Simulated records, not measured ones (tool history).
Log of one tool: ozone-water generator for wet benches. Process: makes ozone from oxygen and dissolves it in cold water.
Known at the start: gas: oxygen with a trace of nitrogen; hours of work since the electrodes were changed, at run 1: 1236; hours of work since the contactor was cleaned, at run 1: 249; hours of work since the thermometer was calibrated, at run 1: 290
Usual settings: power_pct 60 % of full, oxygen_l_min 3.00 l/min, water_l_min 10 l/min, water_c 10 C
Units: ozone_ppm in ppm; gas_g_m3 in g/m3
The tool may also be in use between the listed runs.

run,hour,power_pct,oxygen_l_min,water_l_min,water_c,hours of work since the electrodes were changed,hours of work since the contactor was cleaned,hours of work since the thermometer was calibrated,ozone_ppm,gas_g_m3
1,0.0,60,3.00,10,10,1236,249,290,28.1,191.4
2,38.6,60,3.00,10,10,1261,274,315,27.9,191.0
3,110.4,60,3.00,10,10,1307,320,361,27.7,190.7
4,170.2,60,3.00,10,10,1345,359,400,27.9,191.3
5,217.3,60,3.00,10,10,1376,389,430,27.6,193.0
6,275.2,60,3.00,10,10,1413,426,467,27.8,191.0
7,323.3,60,2.96,10,10,1444,457,498,27.8,194.1
8,356.3,60,3.85,10,10,1465,479,520,28.0,168.7
9,412.9,60,3.85,10,10,1502,515,556,27.7,169.4
10,475.9,60,3.00,10,10,1543,556,597,28.0,193.8
11,551.2,60,3.00,16,10,1591,604,645,18.6,191.9
12,593.5,60,3.00,16,7,1618,632,673,18.7,192.3
13,651.4,60,2.64,10,5,1656,669,710,29.4,207.7
14,708.3,60,2.64,10,5,1692,706,747,29.2,207.0
15,742.6,94,2.64,7,6,1715,728,769,56.6,309.5
16,808.0,60,2.87,13,10,1757,770,811,22.2,197.1
17,857.8,60,3.00,8,10,1789,802,843,32.9,191.9
18,918.0,87,2.14,10,5,1828,841,882,38.4,324.4
19,962.5,87,2.14,10,5,1856,869,911,39.5,322.1
20,1001.3,87,2.14,10,5,1881,894,936,39.3,322.2

Forecast run 21:
21,1074.5,88,2.14,14,5,1929,942,983,?,?

{"run 21": {"ozone_ppm": 28.8, "gas_g_m3": 327.0}}
Without the tool's hidden state the same run would have given ozone_ppm 28.8 ppm, gas_g_m3 322.8 g/m3.

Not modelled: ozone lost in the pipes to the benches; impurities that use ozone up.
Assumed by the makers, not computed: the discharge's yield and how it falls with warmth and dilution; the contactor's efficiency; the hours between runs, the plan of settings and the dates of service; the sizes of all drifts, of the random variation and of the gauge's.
